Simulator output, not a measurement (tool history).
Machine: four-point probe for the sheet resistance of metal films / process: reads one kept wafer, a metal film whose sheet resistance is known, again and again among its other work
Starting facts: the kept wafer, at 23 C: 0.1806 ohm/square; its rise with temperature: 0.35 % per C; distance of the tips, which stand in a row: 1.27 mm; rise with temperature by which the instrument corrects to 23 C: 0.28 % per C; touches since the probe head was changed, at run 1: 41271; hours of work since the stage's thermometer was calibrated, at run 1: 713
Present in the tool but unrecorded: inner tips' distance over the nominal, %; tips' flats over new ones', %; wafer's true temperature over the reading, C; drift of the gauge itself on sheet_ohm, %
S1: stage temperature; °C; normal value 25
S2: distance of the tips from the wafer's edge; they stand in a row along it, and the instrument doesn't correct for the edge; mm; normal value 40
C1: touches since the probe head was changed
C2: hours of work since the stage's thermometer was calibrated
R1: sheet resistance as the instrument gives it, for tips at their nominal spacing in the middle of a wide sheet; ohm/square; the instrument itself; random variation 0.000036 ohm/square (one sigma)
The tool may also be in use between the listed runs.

| run | hour | S1 | S2 | C1 | C2 | R1 |
|---|---|---|---|---|---|---|
| 1 | 0 | 25 | 40 | 41271 | 713 | 0.180814 |
| 2 | 15.4 | 25 | 40 | 42039 | 724 | 0.180857 |
| 3 | 37.6 | 25 | 40 | 43152 | 740 | 0.180893 |
| 4 | 62.6 | 25 | 19 | 44399 | 757 | 0.181149 |
| 5 | 91.9 | 25 | 65 | 45865 | 778 | 0.180812 |
| 6 | 120.4 | 25 | 65 | 47288 | 799 | 0.180799 |
| 7 | 136.9 | 25 | 65 | 48113 | 811 | 0.180783 |
| 8 | 160.5 | 18 | 65 | 49296 | 828 | 0.179758 |
| 9 | 186.9 | 18 | 65 | 50616 | 847 | 0.179839 |
| 10 | 209.3 | 24 | 33 | 51733 | 863 | 0.180808 |
| 11 | 240 | 28 | 27 | 53269 | 885 | 0.181431 |
| 12 | 255.7 | 25 | 47 | 54052 | 896 | 0.180952 |
| 13 | 283.8 | 25 | 10 | 55459 | 916 | 0.182373 |
| 14 | 309.7 | 32 | 25 | 56751 | 934 | 0.182008 |
| 15 | 324.2 | 19 | 9 | 57476 | 945 | 0.181934 |
| 16 | 341.3 | 23 | 6 | 58332 | 957 | 0.184841 |
| 17 | 372.2 | 23 | 6 | 59876 | 979 | 0.184758 |

Results for each run, recomputed without the tool's hidden state and with each run's random variation untouched:
| run | R1 |
|---|---|
| 1 | 0.180967 |
| 2 | 0.181003 |
| 3 | 0.18103 |
| 4 | 0.181276 |
| 5 | 0.180926 |
| 6 | 0.180902 |
| 7 | 0.18088 |
| 8 | 0.17985 |
| 9 | 0.17992 |
| 10 | 0.180877 |
| 11 | 0.181484 |
| 12 | 0.181 |
| 13 | 0.182409 |
| 14 | 0.182027 |
| 15 | 0.181957 |
| 16 | 0.184854 |
| 17 | 0.184758 |

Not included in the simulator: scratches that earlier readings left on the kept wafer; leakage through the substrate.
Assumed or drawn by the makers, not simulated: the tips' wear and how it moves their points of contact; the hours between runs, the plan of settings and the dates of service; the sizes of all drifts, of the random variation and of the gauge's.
